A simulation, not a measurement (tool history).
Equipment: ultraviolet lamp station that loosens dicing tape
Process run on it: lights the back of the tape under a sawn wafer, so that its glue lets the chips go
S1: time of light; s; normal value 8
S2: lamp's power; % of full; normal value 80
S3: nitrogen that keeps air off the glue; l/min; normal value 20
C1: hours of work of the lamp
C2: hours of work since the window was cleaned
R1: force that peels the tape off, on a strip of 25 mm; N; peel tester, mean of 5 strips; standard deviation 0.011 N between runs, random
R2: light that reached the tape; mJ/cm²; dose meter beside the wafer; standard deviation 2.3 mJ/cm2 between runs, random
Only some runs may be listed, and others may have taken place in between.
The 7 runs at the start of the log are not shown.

{"run": 8, "hour": 45.8, "S1": 10, "S2": 80, "S3": 20, "C1": 70, "C2": 509, "R1": 0.348, "R2": 247}
{"run": 9, "hour": 50.5, "S1": 10, "S2": 80, "S3": 20, "C1": 74, "C2": 512, "R1": 0.361, "R2": 245}
{"run": 10, "hour": 55.3, "S1": 10, "S2": 80, "S3": 8, "C1": 78, "C2": 516, "R1": 0.59, "R2": 249}
{"run": 11, "hour": 63.9, "S1": 8, "S2": 80, "S3": 29, "C1": 84, "C2": 522, "R1": 0.454, "R2": 201}
{"run": 12, "hour": 69.6, "S1": 8, "S2": 80, "S3": 29, "C1": 88, "C2": 527, "R1": 0.443, "R2": 197}
{"run": 13, "hour": 77.9, "S1": 8, "S2": 80, "S3": 29, "C1": 94, "C2": 533, "R1": 0.464, "R2": 196}
{"run": 14, "hour": 82.5, "S1": 8, "S2": 80, "S3": 29, "C1": 98, "C2": 536, "R1": 0.467, "R2": 195}
{"run": 15, "hour": 90.2, "S1": 8, "S2": 80, "S3": 29, "C1": 104, "C2": 542, "R1": 0.474, "R2": 196}
{"run": 16, "hour": 97.9, "S1": 8, "S2": 80, "S3": 20, "C1": 109, "C2": 548, "R1": 0.548, "R2": 193}
{"run": 17, "hour": 105.5, "S1": 9, "S2": 80, "S3": 20, "C1": 115, "C2": 553, "R1": 0.437, "R2": 219}
{"run": 18, "hour": 114.9, "S1": 9, "S2": 80, "S3": 20, "C1": 122, "C2": 560, "R1": 0.426, "R2": 216}
{"run": 19, "hour": 124.7, "S1": 8, "S2": 80, "S3": 20, "C1": 129, "C2": 568, "R1": 0.564, "R2": 194}
{"run": 20, "hour": 133.0, "S1": 8, "S2": 80, "S3": 20, "C1": 135, "C2": 574, "R1": 0.56, "R2": 192}
{"hour": 139.3, "done": "window cleaned of glue's vapour"}
{"run": 21, "hour": 139.3, "S1": 8, "S2": 80, "S3": 20, "C1": 140, "C2": 0, "R1": 0.5, "R2": 202}
{"run": 22, "hour": 143.9, "S1": 16, "S2": 97, "S3": 20, "C1": 143, "C2": 3, "R1": 0.213, "R2": 499}
{"run": 23, "hour": 150.9, "S1": 6, "S2": 95, "S3": 17, "C1": 148, "C2": 9, "R1": 0.673, "R2": 183}
{"run": 24, "hour": 155.5, "S1": 6, "S2": 95, "S3": 17, "C1": 152, "C2": 12, "R1": 0.688, "R2": 186}
{"run": 25, "hour": 165.1, "S1": 16, "S2": 95, "S3": 8, "C1": 159, "C2": 19, "R1": 0.223, "R2": 478}
{"run": 26, "hour": 169.4, "S1": 5, "S2": 63, "S3": 7, "C1": 162, "C2": 22, "R1": 2.527, "R2": 99}
{"run": 27, "hour": 176.9, "S1": 7, "S2": 80, "S3": 20, "C1": 168, "C2": 28, "R1": 0.677, "R2": 181}
{"run": 28, "hour": 182.5, "S1": 6, "S2": 80, "S3": 6, "C1": 172, "C2": 32, "R1": 1.655, "R2": 154}

Run 29, settings as shown, results not yet in. Your forecast:
{"run": 29, "hour": 189.8, "S1": 6, "S2": 80, "S3": 6, "C1": 177, "C2": 38, "R1": "?", "R2": "?"}

R1: 1.653 N
R2: 148 mJ/cm²
The same run, on a tool lacking any hidden state, would have yielded R1 1.524 N, R2 156 mJ/cm².

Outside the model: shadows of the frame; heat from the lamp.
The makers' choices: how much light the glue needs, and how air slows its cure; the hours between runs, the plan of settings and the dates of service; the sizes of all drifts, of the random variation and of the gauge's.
